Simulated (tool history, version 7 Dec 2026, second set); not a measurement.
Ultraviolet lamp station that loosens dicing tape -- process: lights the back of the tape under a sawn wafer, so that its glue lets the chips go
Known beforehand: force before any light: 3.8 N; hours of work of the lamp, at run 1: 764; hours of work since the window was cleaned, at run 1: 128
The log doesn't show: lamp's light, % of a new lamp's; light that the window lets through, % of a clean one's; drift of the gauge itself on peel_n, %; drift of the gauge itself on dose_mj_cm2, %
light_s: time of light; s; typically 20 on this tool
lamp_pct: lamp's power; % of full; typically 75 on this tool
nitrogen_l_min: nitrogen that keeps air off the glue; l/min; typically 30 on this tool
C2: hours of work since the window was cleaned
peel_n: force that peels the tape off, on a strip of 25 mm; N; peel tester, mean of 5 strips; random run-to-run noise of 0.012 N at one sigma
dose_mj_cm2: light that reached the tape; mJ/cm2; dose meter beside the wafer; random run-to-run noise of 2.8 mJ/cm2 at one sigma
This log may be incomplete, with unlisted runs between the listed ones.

run 1 hour=0.0 | light_s=20 lamp_pct=75 nitrogen_l_min=30 | hours_of_work_of_the_lamp=764 C2=128 | peel_n=0.564 dose_mj_cm2=406
run 2 hour=19.7 | light_s=20 lamp_pct=75 nitrogen_l_min=30 | hours_of_work_of_the_lamp=773 C2=138 | peel_n=0.544 dose_mj_cm2=406
run 3 hour=50.8 | light_s=20 lamp_pct=75 nitrogen_l_min=30 | hours_of_work_of_the_lamp=787 C2=152 | peel_n=0.559 dose_mj_cm2=404
-- hour=61.6 lamp changed
run 4 hour=75.9 | light_s=20 lamp_pct=75 nitrogen_l_min=30 | hours_of_work_of_the_lamp=7 C2=164 | peel_n=0.540 dose_mj_cm2=405
run 5 hour=104.3 | light_s=20 lamp_pct=75 nitrogen_l_min=30 | hours_of_work_of_the_lamp=20 C2=177 | peel_n=0.557 dose_mj_cm2=414
run 6 hour=141.2 | light_s=12 lamp_pct=75 nitrogen_l_min=30 | hours_of_work_of_the_lamp=37 C2=194 | peel_n=1.075 dose_mj_cm2=239
run 7 hour=169.0 | light_s=12 lamp_pct=75 nitrogen_l_min=30 | hours_of_work_of_the_lamp=50 C2=207 | peel_n=1.083 dose_mj_cm2=242
run 8 hour=192.7 | light_s=20 lamp_pct=63 nitrogen_l_min=17 | hours_of_work_of_the_lamp=61 C2=218 | peel_n=0.826 dose_mj_cm2=340
run 9 hour=224.6 | light_s=15 lamp_pct=75 nitrogen_l_min=15 | hours_of_work_of_the_lamp=76 C2=233 | peel_n=1.002 dose_mj_cm2=306
run 10 hour=256.5 | light_s=15 lamp_pct=75 nitrogen_l_min=13 | hours_of_work_of_the_lamp=91 C2=248 | peel_n=1.051 dose_mj_cm2=303
run 11 hour=277.0 | light_s=15 lamp_pct=92 nitrogen_l_min=13 | hours_of_work_of_the_lamp=101 C2=258 | peel_n=0.790 dose_mj_cm2=377
run 12 hour=303.5 | light_s=15 lamp_pct=92 nitrogen_l_min=13 | hours_of_work_of_the_lamp=113 C2=270 | peel_n=0.791 dose_mj_cm2=374
run 13 hour=332.0 | light_s=26 lamp_pct=67 nitrogen_l_min=38 | hours_of_work_of_the_lamp=127 C2=284 | peel_n=0.431 dose_mj_cm2=473
run 14 hour=363.3 | light_s=20 lamp_pct=83 nitrogen_l_min=40 | hours_of_work_of_the_lamp=141 C2=298 | peel_n=0.442 dose_mj_cm2=447

What differs in the tool's unlogged condition from the final listed run ahead of each entry between runs to the first listed run following it?
Runs 3 to 4: lamp changed (hour 61.6)
  lamp's light, % of a new lamp's: 99.8 -> 100
